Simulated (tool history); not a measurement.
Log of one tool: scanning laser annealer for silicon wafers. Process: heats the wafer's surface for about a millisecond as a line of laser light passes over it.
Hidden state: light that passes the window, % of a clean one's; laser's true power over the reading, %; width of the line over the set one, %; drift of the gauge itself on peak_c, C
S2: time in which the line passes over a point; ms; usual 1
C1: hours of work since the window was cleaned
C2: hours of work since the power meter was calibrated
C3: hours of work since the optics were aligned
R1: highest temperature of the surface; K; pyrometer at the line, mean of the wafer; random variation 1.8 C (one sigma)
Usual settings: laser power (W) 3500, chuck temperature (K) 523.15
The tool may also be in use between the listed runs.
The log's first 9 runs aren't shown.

Run 10, hour 192.3: usual settings; C1 635; C2 620; C3 226. Result: R1 1212.15 K.
Run 11, hour 217.8: usual settings; C1 650; C2 635; C3 242. Result: R1 1209.15 K.
Run 12, hour 243.5: usual settings; C1 666; C2 651; C3 257. Result: R1 1211.15 K.
Run 13, hour 268.8: usual settings; C1 681; C2 666; C3 272. Result: R1 1209.15 K.
At hour 275.9: optics aligned, line set to its width.
Run 14, hour 291.1: usual settings; C1 691; C2 676; C3 9. Result: R1 1209.15 K.
Run 15, hour 315.5: usual settings but S2 0.87 ms; C1 706; C2 691; C3 24. Result: R1 1154.15 K.
Run 16, hour 337.3: usual settings but S2 0.87 ms; C1 719; C2 704; C3 37. Result: R1 1151.15 K.
Run 17, hour 350.1: usual settings but laser power (W) 3847; C1 727; C2 712; C3 45. Result: R1 1278.15 K.
Run 18, hour 364.5: usual settings but S2 0.99 ms; C1 735; C2 720; C3 53. Result: R1 1199.15 K.
Run 19, hour 387.6: usual settings but laser power (W) 3609; C1 749; C2 734; C3 67. Result: R1 1227.15 K.
Run 20, hour 403.8: usual settings but laser power (W) 3202; C1 759; C2 744; C3 77. Result: R1 1143.15 K.
Run 21, hour 420.1: usual settings but laser power (W) 3202; C1 769; C2 754; C3 87. Result: R1 1142.15 K.
At hour 436.3: optics aligned, line set to its width, once more.
Run 22, hour 442.4: usual settings but laser power (W) 3195, S2 0.8 ms, chuck temperature (K) 562.15; C1 779; C2 764; C3 4. Result: R1 1110.15 K.
Run 23, hour 464.6: usual settings but S2 0.88 ms, chuck temperature (K) 561.15; C1 792; C2 777; C3 17. Result: R1 1194.15 K.
Run 24, hour 480.7: usual settings but laser power (W) 3087, S2 0.88 ms, chuck temperature (K) 561.15; C1 802; C2 787; C3 27. Result: R1 1116.15 K.

The next listed run, before its measurement:
Run 25, hour 495.9: usual settings but laser power (W) 3087, S2 0.88 ms, chuck temperature (K) 561.15; C1 811; C2 796; C3 36. Result: R1 ?.

Run 25 gave R1 1118.15 K.
Without the tool's hidden state the same run would have given R1 1138.15 K.
